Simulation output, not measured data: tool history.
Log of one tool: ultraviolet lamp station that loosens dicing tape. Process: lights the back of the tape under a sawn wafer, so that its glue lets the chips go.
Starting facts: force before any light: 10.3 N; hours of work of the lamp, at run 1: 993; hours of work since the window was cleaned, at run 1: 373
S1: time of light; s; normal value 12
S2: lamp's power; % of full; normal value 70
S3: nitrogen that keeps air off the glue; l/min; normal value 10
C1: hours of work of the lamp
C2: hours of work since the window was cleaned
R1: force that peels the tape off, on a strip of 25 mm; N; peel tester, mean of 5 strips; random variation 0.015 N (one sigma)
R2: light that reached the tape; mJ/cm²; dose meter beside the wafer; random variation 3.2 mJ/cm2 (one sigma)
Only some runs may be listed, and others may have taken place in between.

| run | hour | S1 | S2 | S3 | C1 | C2 | R1 | R2 |
|---|---|---|---|---|---|---|---|---|
| 1 | 0 | 12 | 70 | 10 | 993 | 373 | 1.639 | 312 |
| 2 | 34 | 12 | 70 | 7 | 1014 | 395 | 2.137 | 307 |
| 3 | 75.1 | 12 | 70 | 7 | 1040 | 421 | 2.153 | 295 |
| 4 | 122 | 12 | 70 | 10 | 1069 | 450 | 1.854 | 291 |
| 5 | 166.8 | 12 | 70 | 10 | 1097 | 478 | 1.979 | 288 |
|  | 177.1 | window cleaned of glue's vapour |
| 6 | 197.5 | 12 | 83 | 10 | 1116 | 13 | 0.992 | 411 |
| 7 | 233.5 | 12 | 83 | 10 | 1139 | 35 | 0.998 | 403 |
| 8 | 270.5 | 18 | 70 | 10 | 1162 | 59 | 0.649 | 502 |
| 9 | 302.8 | 18 | 70 | 10 | 1182 | 79 | 0.704 | 493 |
| 10 | 337.1 | 18 | 70 | 10 | 1204 | 100 | 0.732 | 485 |
| 11 | 368 | 18 | 70 | 10 | 1223 | 120 | 0.707 | 482 |
| 12 | 406.2 | 18 | 70 | 10 | 1247 | 144 | 0.777 | 470 |
| 13 | 435.8 | 18 | 100 | 10 | 1266 | 162 | 0.403 | 659 |
| 14 | 469.7 | 18 | 100 | 10 | 1287 | 184 | 0.376 | 649 |
| 15 | 504 | 18 | 100 | 10 | 1309 | 205 | 0.415 | 648 |
| 16 | 552 | 14 | 91 | 10 | 1339 | 235 | 0.846 | 444 |
|  | 584 | lamp changed |
| 17 | 588.3 | 14 | 94 | 5 | 3 | 257 | 0.56 | 696 |
| 18 | 623.5 | 12 | 68 | 8 | 25 | 280 | 1.104 | 424 |
| 19 | 672.5 | 12 | 63 | 7 | 56 | 310 | 1.43 | 387 |
| 20 | 711.8 | 20 | 70 | 7 | 80 | 335 | 0.433 | 703 |
| 21 | 747.1 | 10 | 85 | 17 | 102 | 357 | 0.707 | 422 |
| 22 | 795.9 | 9 | 84 | 20 | 133 | 388 | 0.865 | 364 |
| 23 | 828.7 | 12 | 74 | 10 | 154 | 408 | 0.93 | 426 |
| 24 | 868.1 | 13 | 70 | 7 | 178 | 433 | 1.185 | 425 |

Per-run results on a tool with no hidden state, each run keeping its own random variation:
Unlogged tool condition in this case: lamp's light, % of a new lamp's; light that the window lets through, % of a clean one's; drift of the gauge itself on peel_n, %; drift of the gauge itself on dose_mj_cm2, %.
| run | R1 | R2 |
|---|---|---|
| 1 | 0.666 | 494 |
| 2 | 0.908 | 494 |
| 3 | 0.875 | 487 |
| 4 | 0.681 | 493 |
| 5 | 0.705 | 496 |
| 6 | 0.476 | 582 |
| 7 | 0.466 | 580 |
| 8 | 0.311 | 735 |
| 9 | 0.325 | 734 |
| 10 | 0.328 | 733 |
| 11 | 0.308 | 740 |
| 12 | 0.325 | 737 |
| 13 | 0.243 | 1047 |
| 14 | 0.214 | 1046 |
| 15 | 0.24 | 1063 |
| 16 | 0.304 | 745 |
| 17 | 0.451 | 772 |
| 18 | 0.865 | 478 |
| 19 | 1.1 | 444 |
| 20 | 0.328 | 821 |
| 21 | 0.496 | 500 |
| 22 | 0.578 | 442 |
| 23 | 0.604 | 523 |
| 24 | 0.752 | 532 |
